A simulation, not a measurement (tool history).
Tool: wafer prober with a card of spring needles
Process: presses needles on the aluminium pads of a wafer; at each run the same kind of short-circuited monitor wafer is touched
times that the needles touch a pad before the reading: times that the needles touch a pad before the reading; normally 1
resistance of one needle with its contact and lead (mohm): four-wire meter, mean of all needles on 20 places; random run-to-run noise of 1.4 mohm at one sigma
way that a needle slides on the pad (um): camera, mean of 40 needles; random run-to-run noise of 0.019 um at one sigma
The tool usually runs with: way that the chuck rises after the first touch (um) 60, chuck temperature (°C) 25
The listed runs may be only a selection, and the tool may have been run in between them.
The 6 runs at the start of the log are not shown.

| run | day | way that the chuck rises after the first touch (um) | chuck temperature (°C) | times that the needles touch a pad before the reading | touches since the tips were cleaned | cleanings since the card got new needles | touches since the first contact's height was set | resistance of one needle with its contact and lead (mohm) | way that a needle slides on the pad (um) |
|---|---|---|---|---|---|---|---|---|---|
|  | 4.825 | tips cleaned on abrasive film |
| 7 | 4.833 | 60 | 25 | 1 | 69 | 28 | 56243 | 128 | 14.97 |
| 8 | 5.883 | 56 | 25 | 1 | 6185 | 28 | 62359 | 280 | 13.91 |
|  | 6.375 | tips cleaned on abrasive film |
| 9 | 6.788 | 60 | 25 | 1 | 2399 | 29 | 67588 | 200 | 14.94 |
|  | 7.2 | height of the first contact set anew |
| 10 | 7.433 | 60 | 25 | 1 | 6096 | 29 | 1366 | 260 | 15.12 |
|  | 7.962 | tips cleaned on abrasive film |
| 11 | 8.312 | 60 | 25 | 1 | 2034 | 30 | 6446 | 183 | 15.09 |
| 12 | 9.05 | 60 | 25 | 1 | 6333 | 30 | 10745 | 263 | 15.04 |
|  | 9.533 | tips cleaned on abrasive film |
| 13 | 10.012 | 60 | 25 | 1 | 2785 | 31 | 16334 | 203 | 15.04 |
|  | 11.121 | tips cleaned on abrasive film |
| 14 | 11.196 | 60 | 25 | 1 | 436 | 32 | 23196 | 152 | 15.02 |
| 15 | 12.242 | 60 | 25 | 3 | 6515 | 32 | 29275 | 173 | 15.01 |
|  | 12.742 | tips cleaned on abrasive film |
| 16 | 13.162 | 60 | 25 | 3 | 2439 | 33 | 34613 | 146 | 14.98 |
| 17 | 14.217 | 60 | 25 | 1 | 8587 | 33 | 40761 | 283 | 15 |
|  | 14.292 | tips cleaned on abrasive film |
| 18 | 15.125 | 60 | 107 | 1 | 4866 | 34 | 46036 | 244 | 14.96 |
|  | 15.825 | tips cleaned on abrasive film |
| 19 | 15.825 | 76 | 100 | 1 | 20 | 35 | 50089 | 130 | 18.94 |

Run 20 is up next; what results do you expect?
| 20 | 16.508 | 42 | 100 | 2 | 3982 | 35 | 54051 | ? | ? |

{"run 20": {"resistance of one needle with its contact and lead (mohm)": 257, "way that a needle slides on the pad (um)": 10.4}}
On a tool with no hidden condition, and with the same random variation, this run would have come out at resistance of one needle with its contact and lead (mohm) 135, way that a needle slides on the pad (um) 10.58.
